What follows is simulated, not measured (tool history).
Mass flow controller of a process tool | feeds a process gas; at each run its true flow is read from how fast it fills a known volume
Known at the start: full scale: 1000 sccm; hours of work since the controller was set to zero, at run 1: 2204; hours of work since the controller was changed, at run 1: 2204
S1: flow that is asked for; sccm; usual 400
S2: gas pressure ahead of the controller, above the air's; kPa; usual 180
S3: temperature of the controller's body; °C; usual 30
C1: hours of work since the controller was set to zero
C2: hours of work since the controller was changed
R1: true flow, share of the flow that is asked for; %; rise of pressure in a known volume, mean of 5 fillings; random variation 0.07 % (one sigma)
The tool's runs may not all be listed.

run 1 day=0.000 | S1=400 S2=180 S3=30 | C1=2204 C2=2204 | R1=99.87
run 2 day=2.204 | S1=400 S2=180 S3=30 | C1=2243 C2=2243 | R1=99.75
run 3 day=4.692 | S1=400 S2=271 S3=30 | C1=2288 C2=2288 | R1=100.42
run 4 day=8.108 | S1=400 S2=271 S3=30 | C1=2350 C2=2350 | R1=100.48
run 5 day=11.825 | S1=400 S2=271 S3=30 | C1=2416 C2=2416 | R1=100.47
run 6 day=15.108 | S1=400 S2=271 S3=30 | C1=2476 C2=2476 | R1=100.41
run 7 day=18.429 | S1=943 S2=180 S3=30 | C1=2535 C2=2535 | R1=100.12
run 8 day=21.812 | S1=233 S2=180 S3=30 | C1=2596 C2=2596 | R1=100.39
run 9 day=23.792 | S1=233 S2=180 S3=30 | C1=2632 C2=2632 | R1=100.46
run 10 day=26.571 | S1=691 S2=180 S3=30 | C1=2682 C2=2682 | R1=99.97
run 11 day=30.808 | S1=927 S2=180 S3=30 | C1=2758 C2=2758 | R1=100.21
run 12 day=33.521 | S1=927 S2=180 S3=30 | C1=2807 C2=2807 | R1=100.36
run 13 day=35.404 | S1=400 S2=180 S3=30 | C1=2841 C2=2841 | R1=99.97
run 14 day=39.662 | S1=400 S2=180 S3=30 | C1=2917 C2=2917 | R1=100.06
run 15 day=42.062 | S1=400 S2=180 S3=32 | C1=2961 C2=2961 | R1=100.09
run 16 day=45.192 | S1=400 S2=180 S3=30 | C1=3017 C2=3017 | R1=100.00
run 17 day=49.004 | S1=143 S2=180 S3=30 | C1=3085 C2=3085 | R1=101.86
run 18 day=51.596 | S1=143 S2=180 S3=30 | C1=3132 C2=3132 | R1=102.03
run 19 day=53.962 | S1=400 S2=180 S3=30 | C1=3175 C2=3175 | R1=100.14
run 20 day=56.854 | S1=400 S2=157 S3=30 | C1=3227 C2=3227 | R1=100.02
run 21 day=60.508 | S1=363 S2=157 S3=22 | C1=3292 C2=3292 | R1=99.78
run 22 day=63.821 | S1=354 S2=197 S3=39 | C1=3352 C2=3352 | R1=100.89
run 23 day=65.742 | S1=849 S2=174 S3=39 | C1=3387 C2=3387 | R1=100.57
run 24 day=68.975 | S1=790 S2=180 S3=22 | C1=3445 C2=3445 | R1=99.75
run 25 day=73.108 | S1=116 S2=180 S3=22 | C1=3519 C2=3519 | R1=102.73
run 26 day=76.633 | S1=116 S2=180 S3=22 | C1=3583 C2=3583 | R1=102.90
run 27 day=80.404 | S1=116 S2=180 S3=22 | C1=3650 C2=3650 | R1=102.90
run 28 day=84.254 | S1=116 S2=180 S3=22 | C1=3720 C2=3720 | R1=103.02
run 29 day=88.067 | S1=400 S2=248 S3=31 | C1=3788 C2=3788 | R1=100.80
run 30 day=92.425 | S1=400 S2=143 S3=39 | C1=3867 C2=3867 | R1=100.61
run 31 day=95.583 | S1=204 S2=146 S3=21 | C1=3924 C2=3924 | R1=100.95
run 32 day=98.467 | S1=113 S2=166 S3=40 | C1=3975 C2=3975 | R1=104.11
run 33 day=101.254 | S1=839 S2=166 S3=40 | C1=4026 C2=4026 | R1=100.65
run 34 day=103.146 | S1=250 S2=254 S3=32 | C1=4060 C2=4060 | R1=101.66
run 35 day=105.292 | S1=499 S2=187 S3=24 | C1=4098 C2=4098 | R1=100.00
run 36 day=107.629 | S1=499 S2=187 S3=32 | C1=4140 C2=4140 | R1=100.30
run 37 day=111.733 | S1=400 S2=181 S3=25 | C1=4214 C2=4214 | R1=100.11
run 38 day=114.712 | S1=400 S2=181 S3=25 | C1=4268 C2=4268 | R1=100.20

Hidden state or all else? Some run-to-run changes of R1, split into what the settings, what came in and random variation would give without the hidden state, and what is left for the hidden state (with any gauge scatter that isn't in both results):
The hidden state here: flow at rest that the sensor doesn't see, % of full scale; true flow over the shown one, %; drift of the gauge itself on true_pct, %.
Run 24 -> 25: S1 790 -> 116. R1 +2.98 %: hidden state +4.07, all else -1.09.
Run 28 -> 29: S1 116 -> 400, S2 180 -> 248, S3 22 -> 31. R1 -2.22 %: hidden state -3.54, all else +1.32.
Run 31 -> 32: S1 204 -> 113, S2 146 -> 166, S3 21 -> 40. R1 +3.16 %: hidden state +2.48, all else +0.68.
Run 32 -> 33: S1 113 -> 839. R1 -3.46 %: hidden state -4.74, all else +1.28.

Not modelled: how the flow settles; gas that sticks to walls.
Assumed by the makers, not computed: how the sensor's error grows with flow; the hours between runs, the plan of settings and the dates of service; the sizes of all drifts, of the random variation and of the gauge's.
